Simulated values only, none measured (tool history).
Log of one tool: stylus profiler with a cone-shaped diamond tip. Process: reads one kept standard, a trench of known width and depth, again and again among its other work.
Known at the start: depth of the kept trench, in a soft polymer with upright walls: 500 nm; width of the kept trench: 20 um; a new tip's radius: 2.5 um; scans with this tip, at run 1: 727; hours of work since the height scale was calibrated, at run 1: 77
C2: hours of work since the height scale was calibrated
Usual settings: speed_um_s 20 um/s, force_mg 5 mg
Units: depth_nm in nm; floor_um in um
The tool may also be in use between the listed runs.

Run 1, day 0: usual settings; scans with this tip 727; C2 77. Result: depth_nm 512.95 nm, floor_um 17 um.
Run 2, day 1.138: usual settings; scans with this tip 832; C2 88. Result: depth_nm 512.9 nm, floor_um 16.98 um.
Run 3, day 1.979: usual settings but speed_um_s 38 um/s; scans with this tip 910; C2 96. Result: depth_nm 512.93 nm, floor_um 16.92 um.
Run 4, day 3.233: usual settings; scans with this tip 1026; C2 108. Result: depth_nm 513.25 nm, floor_um 16.93 um.
Run 5, day 4.642: usual settings; scans with this tip 1157; C2 122. Result: depth_nm 513.26 nm, floor_um 16.93 um.
Run 6, day 5.425: usual settings; scans with this tip 1229; C2 130. Result: depth_nm 513.02 nm, floor_um 16.99 um.
Run 7, day 6.467: usual settings but speed_um_s 12 um/s; scans with this tip 1326; C2 140. Result: depth_nm 513.42 nm, floor_um 16.95 um.
Run 8, day 7.988: usual settings but speed_um_s 12 um/s; scans with this tip 1466; C2 155. Result: depth_nm 513.24 nm, floor_um 16.93 um.
Run 9, day 9.258: usual settings but force_mg 14 mg; scans with this tip 1584; C2 167. Result: depth_nm 526.07 nm, floor_um 16.96 um.
Run 10, day 11.112: usual settings but force_mg 11.45 mg; scans with this tip 1755; C2 185. Result: depth_nm 522.82 nm, floor_um 16.87 um.
Run 11, day 12.4: usual settings but force_mg 11.45 mg; scans with this tip 1875; C2 198. Result: depth_nm 522.91 nm, floor_um 16.86 um.
Run 12, day 14.3: usual settings but force_mg 11.45 mg; scans with this tip 2050; C2 217. Result: depth_nm 522.91 nm, floor_um 16.84 um.
Run 13, day 16.171: usual settings but force_mg 11.45 mg; scans with this tip 2223; C2 235. Result: depth_nm 522.97 nm, floor_um 16.79 um.
Run 14, day 16.988: usual settings; scans with this tip 2299; C2 243. Result: depth_nm 513.52 nm, floor_um 16.82 um.
Run 15, day 18.312: usual settings; scans with this tip 2422; C2 256. Result: depth_nm 513.37 nm, floor_um 16.89 um.
Run 16, day 20.104: usual settings but speed_um_s 9 um/s; scans with this tip 2587; C2 273. Result: depth_nm 513.73 nm, floor_um 16.84 um.
Run 17, day 20.992: usual settings but speed_um_s 9 um/s, force_mg 2.32 mg; scans with this tip 2670; C2 282. Result: depth_nm 508.53 nm, floor_um 16.8 um.
Run 18, day 22.571: usual settings but speed_um_s 9 um/s, force_mg 2.32 mg; scans with this tip 2816; C2 297. Result: depth_nm 508.61 nm, floor_um 16.88 um.
Run 19, day 23.9: usual settings but speed_um_s 44 um/s, force_mg 8.27 mg; scans with this tip 2939; C2 311. Result: depth_nm 518.94 nm, floor_um 16.84 um.
At day 24.096: height scale calibrated on a step standard.
Run 20, day 24.896: usual settings but speed_um_s 44 um/s, force_mg 7.27 mg; scans with this tip 3029; C2 8. Result: depth_nm 517.79 nm, floor_um 16.78 um.
Run 21, day 26.704: usual settings but speed_um_s 11 um/s, force_mg 4.59 mg; scans with this tip 3197; C2 25. Result: depth_nm 513.25 nm, floor_um 16.82 um.
Run 22, day 28.45: usual settings but speed_um_s 62 um/s, force_mg 13.64 mg; scans with this tip 3358; C2 43. Result: depth_nm 526.45 nm, floor_um 16.71 um.
At day 30.129: height scale calibrated on a step standard, once more.
Run 23, day 30.25: usual settings but speed_um_s 62 um/s, force_mg 13.64 mg; scans with this tip 3523; C2 1. Result: depth_nm 525.49 nm, floor_um 16.75 um.
Run 24, day 32.117: usual settings but speed_um_s 62 um/s, force_mg 13.64 mg; scans with this tip 3696; C2 19. Result: depth_nm 525.4 nm, floor_um 16.76 um.
Run 25, day 33.008: usual settings but speed_um_s 19 um/s, force_mg 1.71 mg; scans with this tip 3778; C2 28. Result: depth_nm 506.72 nm, floor_um 16.69 um.
Run 26, day 34.912: usual settings but speed_um_s 74 um/s; scans with this tip 3954; C2 47. Result: depth_nm 513.06 nm, floor_um 16.67 um.
Run 27, day 36.133: usual settings but speed_um_s 16 um/s, force_mg 8.05 mg; scans with this tip 4067; C2 59. Result: depth_nm 517.92 nm, floor_um 16.75 um.
Run 28, day 37.583: usual settings but speed_um_s 41 um/s, force_mg 10.44 mg; scans with this tip 4201; C2 73. Result: depth_nm 521.23 nm, floor_um 16.7 um.
Run 29, day 39.283: usual settings but speed_um_s 41 um/s, force_mg 10.44 mg; scans with this tip 4359; C2 90. Result: depth_nm 521.49 nm, floor_um 16.67 um.
Run 30, day 40.871: usual settings but speed_um_s 41 um/s, force_mg 10.44 mg; scans with this tip 4506; C2 105. Result: depth_nm 521.75 nm, floor_um 16.68 um.
Run 31, day 42.742: usual settings but speed_um_s 41 um/s, force_mg 10.44 mg; scans with this tip 4678; C2 123. Result: depth_nm 521.65 nm, floor_um 16.72 um.
Run 32, day 43.562: usual settings but speed_um_s 16 um/s, force_mg 3.33 mg; scans with this tip 4755; C2 131. Result: depth_nm 510.45 nm, floor_um 16.69 um.
Run 33, day 45.408: usual settings but speed_um_s 16 um/s, force_mg 3.33 mg; scans with this tip 4925; C2 149. Result: depth_nm 510.46 nm, floor_um 16.58 um.

Forecast each of these 5 alternatives for the next run:
Run A, day 46.767: usual settings but speed_um_s 72 um/s, force_mg 3.33 mg; scans with this tip 5051; C2 163. Result: depth_nm ?, floor_um ?.
Run B, day 46.767: usual settings but speed_um_s 12 um/s, force_mg 2.86 mg; scans with this tip 5051; C2 163. Result: depth_nm ?, floor_um ?.
Run C, day 46.767: usual settings but speed_um_s 59 um/s, force_mg 6.22 mg; scans with this tip 5051; C2 163. Result: depth_nm ?, floor_um ?.
Run D, day 46.767: usual settings but speed_um_s 5 um/s, force_mg 3.4 mg; scans with this tip 5051; C2 163. Result: depth_nm ?, floor_um ?.
Run E, day 46.767: usual settings but speed_um_s 13 um/s, force_mg 3.27 mg; scans with this tip 5051; C2 163. Result: depth_nm ?, floor_um ?.

run  depth_nm  floor_um
  A    510.48     16.52
  B    509.52     16.71
  C    515.42     16.68
  D    510.53     16.74
  E    510.26     16.73
Without the tool's hidden state the same runs would have given:
run  depth_nm  floor_um
  A    509.81     16.82
  B    508.86     17.01
  C    514.75     16.98
  D    509.87     17.04
  E     509.6     17.02
